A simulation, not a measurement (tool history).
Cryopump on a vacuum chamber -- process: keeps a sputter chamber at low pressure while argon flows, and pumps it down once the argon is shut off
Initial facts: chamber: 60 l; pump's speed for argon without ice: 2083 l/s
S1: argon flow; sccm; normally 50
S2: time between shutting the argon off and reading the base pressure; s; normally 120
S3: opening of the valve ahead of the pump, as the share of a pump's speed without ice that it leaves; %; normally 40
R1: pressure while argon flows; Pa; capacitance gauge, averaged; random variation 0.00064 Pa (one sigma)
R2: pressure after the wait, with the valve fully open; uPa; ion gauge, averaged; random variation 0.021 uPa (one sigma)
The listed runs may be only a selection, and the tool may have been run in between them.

run   hour  S1   S2  S3      R1    R2
  1      0  50  120  40   0.104  2.03
  2   11.2  50  120  40  0.1054  1.98
  3   30.1  50  120  40  0.1043  2.06
  4   51.6  50  120  21  0.1958  2.03
  5   66.6  50  120  40  0.1047  2.12
  6   93.8  29   22  28  0.0863  3.74
  7  108.4  29   22  28   0.086  3.53
  8  134.4  42   24  22   0.158  3.43
  9  161.2  42   24  22  0.1579  3.63
 10  176.3  50   21  27  0.1541  3.77

Here are 3 independent what-if runs from the current tool condition. What would each one return?
  A  188.5  50  120  16   ?   ?
  B  188.5  32   71  16   ?   ?
  C  188.5  23   40  24   ?   ?

run      R1    R2
  A  0.2587  2.17
  B   0.164  2.47
  C  0.0805  2.83
What these runs would have given with no unlogged condition in the tool:
run      R1    R2
  A  0.2544  0.48
  B  0.1612  0.76
  C  0.0785  1.16

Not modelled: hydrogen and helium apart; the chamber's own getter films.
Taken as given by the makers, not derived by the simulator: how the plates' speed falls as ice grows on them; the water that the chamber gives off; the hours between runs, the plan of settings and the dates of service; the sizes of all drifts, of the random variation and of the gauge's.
